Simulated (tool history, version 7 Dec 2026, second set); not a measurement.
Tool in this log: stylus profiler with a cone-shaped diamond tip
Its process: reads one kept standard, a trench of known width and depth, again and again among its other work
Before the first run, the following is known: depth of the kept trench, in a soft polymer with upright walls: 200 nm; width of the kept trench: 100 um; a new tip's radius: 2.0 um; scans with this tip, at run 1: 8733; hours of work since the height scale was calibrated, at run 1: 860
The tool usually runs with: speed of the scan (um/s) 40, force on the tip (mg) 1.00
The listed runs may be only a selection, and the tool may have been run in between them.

run	hour	speed of the scan (um/s)	force on the tip (mg)	scans with this tip	hours of work since the height scale was calibrated	depth of the trench (nm)	width of the trench's floor (µm)
1	0.0	40	1.00	8733	860	201.79	97.98
2	92.6	40	1.00	9201	906	201.85	97.98
3	192.2	40	1.00	9705	956	201.79	97.94
4	255.6	40	0.48	10026	988	201.52	97.89
5	353.5	40	0.48	10521	1036	201.43	97.95
6	457.9	40	1.34	11050	1088	202.15	97.97
7	536.2	40	1.34	11446	1127	202.39	97.95
8	602.3	40	1.34	11780	1160	202.34	97.94
9	704.5	40	1.34	12297	1211	202.39	98.00
10	774.7	40	1.34	12653	1246	202.25	97.94
11	838.8	40	1.00	12977	1278	202.21	97.93
12	890.4	40	1.00	13238	1304	202.20	97.92
13	935.8	40	0.98	13468	1327	202.11	97.86
14	1007.6	40	0.98	13831	1362	202.11	97.91
15	1075.0	40	0.98	14172	1396	202.26	97.88
16	1135.7	42	1.00	14479	1426	202.19	97.91
17	1236.9	42	1.00	14991	1477	202.28	97.90
18	1317.5	42	1.00	15399	1517	202.21	97.90
19	1364.9	42	1.00	15639	1540	202.35	97.89
20	1415.2	42	1.00	15893	1565	202.26	97.87
21	1517.6	42	1.00	16411	1616	202.43	97.94
22	1596.9	42	1.00	16812	1656	202.39	97.83
# hour 1685.9: height scale calibrated on a step standard
23	1686.5	39	1.00	17263	0	201.18	97.88
24	1786.6	59	0.89	17770	50	201.07	97.79
25	1880.7	115	0.65	18246	97	200.89	97.56
26	1961.9	117	1.92	18657	138	201.91	97.69
27	2015.2	120	0.46	18926	164	200.77	97.54
28	2086.8	133	1.34	19289	200	201.58	97.63
29	2168.4	81	0.61	19701	240	201.08	97.67
30	2230.3	81	0.61	20014	271	201.10	97.66
31	2323.4	83	1.36	20485	318	201.55	97.70
32	2412.6	83	1.36	20937	362	201.69	97.70
33	2507.6	38	0.89	21417	409	201.46	97.76
34	2553.2	17	0.64	21648	432	201.20	97.86
35	2638.3	11	2.31	22079	475	202.41	97.87
36	2702.9	11	0.55	22405	507	201.11	97.87
37	2794.0	41	1.00	22867	552	201.55	97.76
38	2853.1	41	0.83	23165	582	201.47	97.74
39	2908.2	12	1.00	23444	609	201.76	97.81
40	3011.8	25	1.00	23968	661	201.61	97.79
41	3116.0	25	1.00	24496	713	201.72	97.76
42	3207.3	25	1.00	24957	758	201.67	97.80
43	3264.0	78	2.14	25244	786	202.55	97.72
44	3320.0	78	2.14	25527	814	202.51	97.77
45	3408.0	78	2.14	25973	858	202.58	97.77
46	3492.5	17	1.01	26400	900	201.72	97.79

Had the tool no unlogged condition, and each run kept its random variation, what would the results have been?
Hidden state at play: radius of the tip, um; height scale over the true one, %; drift of the gauge itself on depth_nm, %; drift of the gauge itself on floor_um, %.
run	depth of the trench (nm)	width of the trench's floor (µm)
1	201.13	98.16
2	201.16	98.16
3	201.07	98.13
4	200.78	98.08
5	200.65	98.15
6	201.34	98.18
7	201.55	98.16
8	201.48	98.16
9	201.50	98.22
10	201.34	98.18
11	201.27	98.17
12	201.24	98.16
13	201.14	98.10
14	201.11	98.15
15	201.25	98.13
16	201.16	98.17
17	201.21	98.17
18	201.12	98.17
19	201.24	98.16
20	201.13	98.14
21	201.26	98.22
22	201.20	98.12
23	201.21	98.17
24	201.06	98.09
25	200.86	97.87
26	201.85	98.00
27	200.69	97.86
28	201.47	97.96
29	200.94	98.00
30	200.94	98.00
31	201.36	98.05
32	201.47	98.04
33	201.20	98.11
34	200.94	98.22
35	202.11	98.24
36	200.79	98.23
37	201.20	98.13
38	201.09	98.12
39	201.36	98.19
40	201.17	98.18
41	201.25	98.16
42	201.16	98.20
43	202.03	98.13
44	201.96	98.18
45	202.01	98.18
46	201.12	98.21

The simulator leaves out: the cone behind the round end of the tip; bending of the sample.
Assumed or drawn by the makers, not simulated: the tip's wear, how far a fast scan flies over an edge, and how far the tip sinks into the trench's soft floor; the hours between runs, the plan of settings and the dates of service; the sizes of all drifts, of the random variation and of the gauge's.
